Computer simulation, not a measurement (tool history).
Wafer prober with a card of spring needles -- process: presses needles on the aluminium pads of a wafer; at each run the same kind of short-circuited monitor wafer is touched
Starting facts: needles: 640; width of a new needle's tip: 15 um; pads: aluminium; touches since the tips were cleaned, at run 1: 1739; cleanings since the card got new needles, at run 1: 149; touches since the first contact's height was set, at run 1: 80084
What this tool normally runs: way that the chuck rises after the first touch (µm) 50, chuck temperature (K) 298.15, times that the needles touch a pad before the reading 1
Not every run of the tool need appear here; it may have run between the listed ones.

run     day  way that the chuck rises after the first touch (µm)  chuck temperature (K)  times that the needles touch a pad before the reading  touches since the tips were cleaned  cleanings since the card got new needles  touches since the first contact's height was set  resistance of one needle with its contact and lead (mohm)  way that a needle slides on the pad (µm)
  1   0.000                                                   50                 298.15                                                      1                                 1739                                       149                                             80084                                                        217                                      9.41
      0.046  -- tips cleaned on abrasive film
      0.221  -- tips cleaned on abrasive film
      0.396  -- tips cleaned on abrasive film
      0.612  -- tips cleaned on abrasive film
      0.833  -- tips cleaned on abrasive film
      1.008  -- tips cleaned on abrasive film
      1.183  -- tips cleaned on abrasive film
      1.400  -- tips cleaned on abrasive film
  2   1.567                                                   50                 298.15                                                      1                                 2182                                       157                                             99917                                                        217                                      9.42
      1.617  -- tips cleaned on abrasive film
      1.792  -- tips cleaned on abrasive film
      1.967  -- tips cleaned on abrasive film
      2.142  -- tips cleaned on abrasive film
      2.317  -- tips cleaned on abrasive film
      2.492  -- tips cleaned on abrasive film
      2.667  -- tips cleaned on abrasive film
      2.883  -- tips cleaned on abrasive film
      3.058  -- tips cleaned on abrasive film
      3.233  -- tips cleaned on abrasive film
  3   3.300                                                   50                 298.15                                                      1                                  847                                       167                                            121730                                                        218                                      9.42
      3.429  -- tips cleaned on abrasive film
      3.604  -- tips cleaned on abrasive film
      3.825  -- tips cleaned on abrasive film
      4.000  -- tips cleaned on abrasive film
      4.175  -- tips cleaned on abrasive film
      4.350  -- tips cleaned on abrasive film
      4.521  -- tips cleaned on abrasive film
      4.579  -- height of the first contact set anew
  4   4.692                                                   50                 298.15                                                      1                                 2042                                       174                                              1491                                                        216                                      9.37
      4.742  -- tips cleaned on abrasive film
      4.917  -- tips cleaned on abrasive film
      5.092  -- tips cleaned on abrasive film
      5.308  -- tips cleaned on abrasive film
      5.483  -- tips cleaned on abrasive film
      5.658  -- tips cleaned on abrasive film
      5.833  -- tips cleaned on abrasive film
  5   5.892                                                   59                 298.15                                                      1                                  773                                       181                                             16609                                                        214                                     11.07
      6.025  -- tips cleaned on abrasive film
      6.200  -- tips cleaned on abrasive film
      6.417  -- tips cleaned on abrasive film
      6.592  -- tips cleaned on abrasive film
      6.767  -- tips cleaned on abrasive film
      6.942  -- tips cleaned on abrasive film
      7.117  -- tips cleaned on abrasive film
      7.292  -- tips cleaned on abrasive film
      7.508  -- tips cleaned on abrasive film
      7.729  -- tips cleaned on abrasive film
  6   7.800                                                   59                 298.15                                                      1                                  927                                       191                                             40709                                                        215                                     11.05
      7.933  -- tips cleaned on abrasive film
      8.150  -- tips cleaned on abrasive film
      8.325  -- tips cleaned on abrasive film
      8.500  -- tips cleaned on abrasive film
      8.717  -- tips cleaned on abrasive film
  7   8.767                                                   66                 298.15                                                      1                                  666                                       196                                             52962                                                        214                                     12.33
      8.900  -- tips cleaned on abrasive film
      9.075  -- tips cleaned on abrasive film
      9.250  -- tips cleaned on abrasive film
      9.425  -- tips cleaned on abrasive film
      9.600  -- tips cleaned on abrasive film
      9.775  -- tips cleaned on abrasive film
      9.992  -- tips cleaned on abrasive film
     10.212  -- tips cleaned on abrasive film
  8  10.242                                                   66                 298.15                                                      1                                  400                                       204                                             71570                                                        213                                     12.35
     10.417  -- tips cleaned on abrasive film
     10.592  -- tips cleaned on abrasive film
     10.808  -- tips cleaned on abrasive film
     11.029  -- tips cleaned on abrasive film
     11.204  -- tips cleaned on abrasive film
     11.379  -- tips cleaned on abrasive film
     11.554  -- tips cleaned on abrasive film
  9  11.554                                                   50                 298.15                                                      1                                   33                                       211                                             88155                                                        216                                      9.48
     11.729  -- tips cleaned on abrasive film
     11.904  -- tips cleaned on abrasive film
     12.121  -- tips cleaned on abrasive film
     12.296  -- tips cleaned on abrasive film
     12.517  -- tips cleaned on abrasive film
     12.733  -- tips cleaned on abrasive film
     12.908  -- tips cleaned on abrasive film
 10  12.917                                                   51                 370.15                                                      1                                  121                                       218                                            105376                                                        231                                      9.56
     13.092  -- tips cleaned on abrasive film
     13.267  -- tips cleaned on abrasive film
     13.442  -- tips cleaned on abrasive film
     13.617  -- tips cleaned on abrasive film
     13.792  -- tips cleaned on abrasive film
     13.967  -- tips cleaned on abrasive film
     14.142  -- tips cleaned on abrasive film
     14.358  -- tips cleaned on abrasive film
 11  14.492                                                   51                 300.15                                                      1                                 1709                                       226                                            125294                                                        215                                      9.60
     14.538  -- tips cleaned on abrasive film
     14.754  -- tips cleaned on abrasive film
     14.975  -- tips cleaned on abrasive film
     15.150  -- tips cleaned on abrasive film
     15.325  -- tips cleaned on abrasive film
     15.462  -- height of the first contact set anew
     15.512  -- tips cleaned on abrasive film
     15.729  -- tips cleaned on abrasive film
     15.946  -- tips cleaned on abrasive film
     16.162  -- tips cleaned on abrasive film
     16.350  -- tips cleaned on abrasive film
 12  16.350                                                   51                 300.15                                                      1                                    0                                       236                                             11178                                                        215                                      9.63
     16.567  -- tips cleaned on abrasive film
     16.788  -- tips cleaned on abrasive film
     16.962  -- tips cleaned on abrasive film
     17.133  -- tips cleaned on abrasive film
     17.308  -- tips cleaned on abrasive film
     17.483  -- tips cleaned on abrasive film
     17.696  -- tips cleaned on abrasive film
 13  17.696                                                   51                 333.15                                                      1                                    0                                       243                                             28174                                                        231                                      9.62

Hidden condition of the tool, last listed run before each entry between runs versus first listed run after:
Run 1 -> run 2: tips cleaned on abrasive film (day 0.046); tips cleaned on abrasive film (day 0.221); tips cleaned on abrasive film (day 0.396); tips cleaned on abrasive film (day 0.612); tips cleaned on abrasive film (day 0.833); tips cleaned on abrasive film (day 1.008); tips cleaned on abrasive film (day 1.183); tips cleaned on abrasive film (day 1.400)
  no difference in the tool's unlogged condition between these two runs
Run 2 -> run 3: tips cleaned on abrasive film (day 1.617); tips cleaned on abrasive film (day 1.792); tips cleaned on abrasive film (day 1.967); tips cleaned on abrasive film (day 2.142); tips cleaned on abrasive film (day 2.317); tips cleaned on abrasive film (day 2.492); tips cleaned on abrasive film (day 2.667); tips cleaned on abrasive film (day 2.883); tips cleaned on abrasive film (day 3.058); tips cleaned on abrasive film (day 3.233)
  debris on the tips, nm: 0.2 -> 0.1
Run 3 -> run 4: tips cleaned on abrasive film (day 3.429); tips cleaned on abrasive film (day 3.604); tips cleaned on abrasive film (day 3.825); tips cleaned on abrasive film (day 4.000); tips cleaned on abrasive film (day 4.175); tips cleaned on abrasive film (day 4.350); tips cleaned on abrasive film (day 4.521); height of the first contact set anew (day 4.579)
  debris on the tips, nm: 0.1 -> 0.2; way that the needles fall short of the set height, um: 0.01 -> 0; tips' diameter, um: 15.01 -> 15.02
Run 4 -> run 5: tips cleaned on abrasive film (day 4.742); tips cleaned on abrasive film (day 4.917); tips cleaned on abrasive film (day 5.092); tips cleaned on abrasive film (day 5.308); tips cleaned on abrasive film (day 5.483); tips cleaned on abrasive film (day 5.658); tips cleaned on abrasive film (day 5.833)
  debris on the tips, nm: 0.2 -> 0.1
Run 5 -> run 6: tips cleaned on abrasive film (day 6.025); tips cleaned on abrasive film (day 6.200); tips cleaned on abrasive film (day 6.417); tips cleaned on abrasive film (day 6.592); tips cleaned on abrasive film (day 6.767); tips cleaned on abrasive film (day 6.942); tips cleaned on abrasive film (day 7.117); tips cleaned on abrasive film (day 7.292); tips cleaned on abrasive film (day 7.508); tips cleaned on abrasive film (day 7.729)
  no difference in the tool's unlogged condition between these two runs
Run 6 -> run 7: tips cleaned on abrasive film (day 7.933); tips cleaned on abrasive film (day 8.150); tips cleaned on abrasive film (day 8.325); tips cleaned on abrasive film (day 8.500); tips cleaned on abrasive film (day 8.717)
  way that the needles fall short of the set height, um: 0 -> 0.01
Run 7 -> run 8: tips cleaned on abrasive film (day 8.900); tips cleaned on abrasive film (day 9.075); tips cleaned on abrasive film (day 9.250); tips cleaned on abrasive film (day 9.425); tips cleaned on abrasive film (day 9.600); tips cleaned on abrasive film (day 9.775); tips cleaned on abrasive film (day 9.992); tips cleaned on abrasive film (day 10.212)
  no difference in the tool's unlogged condition between these two runs
Run 8 -> run 9: tips cleaned on abrasive film (day 10.417); tips cleaned on abrasive film (day 10.592); tips cleaned on abrasive film (day 10.808); tips cleaned on abrasive film (day 11.029); tips cleaned on abrasive film (day 11.204); tips cleaned on abrasive film (day 11.379); tips cleaned on abrasive film (day 11.554)
  debris on the tips, nm: 0.1 -> 0
Run 9 -> run 10: tips cleaned on abrasive film (day 11.729); tips cleaned on abrasive film (day 11.904); tips cleaned on abrasive film (day 12.121); tips cleaned on abrasive film (day 12.296); tips cleaned on abrasive film (day 12.517); tips cleaned on abrasive film (day 12.733); tips cleaned on abrasive film (day 12.908)
  no difference in the tool's unlogged condition between these two runs
Run 10 -> run 11: tips cleaned on abrasive film (day 13.092); tips cleaned on abrasive film (day 13.267); tips cleaned on abrasive film (day 13.442); tips cleaned on abrasive film (day 13.617); tips cleaned on abrasive film (day 13.792); tips cleaned on abrasive film (day 13.967); tips cleaned on abrasive film (day 14.142); tips cleaned on abrasive film (day 14.358)
  debris on the tips, nm: 0 -> 0.2
Run 11 -> run 12: tips cleaned on abrasive film (day 14.538); tips cleaned on abrasive film (day 14.754); tips cleaned on abrasive film (day 14.975); tips cleaned on abrasive film (day 15.150); tips cleaned on abrasive film (day 15.325); height of the first contact set anew (day 15.462); tips cleaned on abrasive film (day 15.512); tips cleaned on abrasive film (day 15.729); tips cleaned on abrasive film (day 15.946); tips cleaned on abrasive film (day 16.162); tips cleaned on abrasive film (day 16.350)
  debris on the tips, nm: 0.2 -> 0; way that the needles fall short of the set height, um: 0.01 -> 0
Run 12 -> run 13: tips cleaned on abrasive film (day 16.567); tips cleaned on abrasive film (day 16.788); tips cleaned on abrasive film (day 16.962); tips cleaned on abrasive film (day 17.133); tips cleaned on abrasive film (day 17.308); tips cleaned on abrasive film (day 17.483); tips cleaned on abrasive film (day 17.696)
  no difference in the tool's unlogged condition between these two runs
